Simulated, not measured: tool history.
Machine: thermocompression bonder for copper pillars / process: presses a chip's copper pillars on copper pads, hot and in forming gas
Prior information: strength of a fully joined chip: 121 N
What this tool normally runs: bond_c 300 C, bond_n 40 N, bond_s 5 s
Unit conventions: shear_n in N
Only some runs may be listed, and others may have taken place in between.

| run | day | bond_c | bond_n | bond_s | shear_n |
|---|---|---|---|---|---|
| 1 | 0 | 300 | 40 | 5 | 67.2 |
| 2 | 0.471 | 300 | 40 | 5 | 67.4 |
| 3 | 0.85 | 300 | 40 | 5 | 67 |
| 4 | 1.112 | 300 | 40 | 5 | 66.5 |
| 5 | 1.392 | 300 | 40 | 5 | 66.6 |
| 6 | 1.8 | 300 | 40 | 5 | 65.9 |
|  | 1.896 | force cell calibrated |
| 7 | 2.292 | 298 | 35 | 6 | 59 |
| 8 | 2.642 | 298 | 35 | 6 | 58 |
| 9 | 2.983 | 306 | 41 | 6 | 73 |
| 10 | 3.304 | 306 | 41 | 6 | 72.4 |
| 11 | 3.6 | 306 | 41 | 6 | 71.9 |

Each row is a separate what-if for the run after 11, all from the same tool condition, not one after another. Results?
| A | 3.912 | 306 | 41 | 12 | ? |
| B | 3.912 | 300 | 52 | 10 | ? |
| C | 3.912 | 290 | 30 | 6 | ? |
| D | 3.912 | 281 | 30 | 6 | ? |
| E | 3.912 | 318 | 48 | 7 | ? |

| run | shear_n |
|---|---|
| A | 86.5 |
| B | 92.7 |
| C | 46.2 |
| D | 41.5 |
| E | 91.1 |
Had the tool no hidden state, the same runs would have come out as:
| run | shear_n |
|---|---|
| A | 97.2 |
| B | 103.2 |
| C | 54.6 |
| D | 49.3 |
| E | 101.6 |
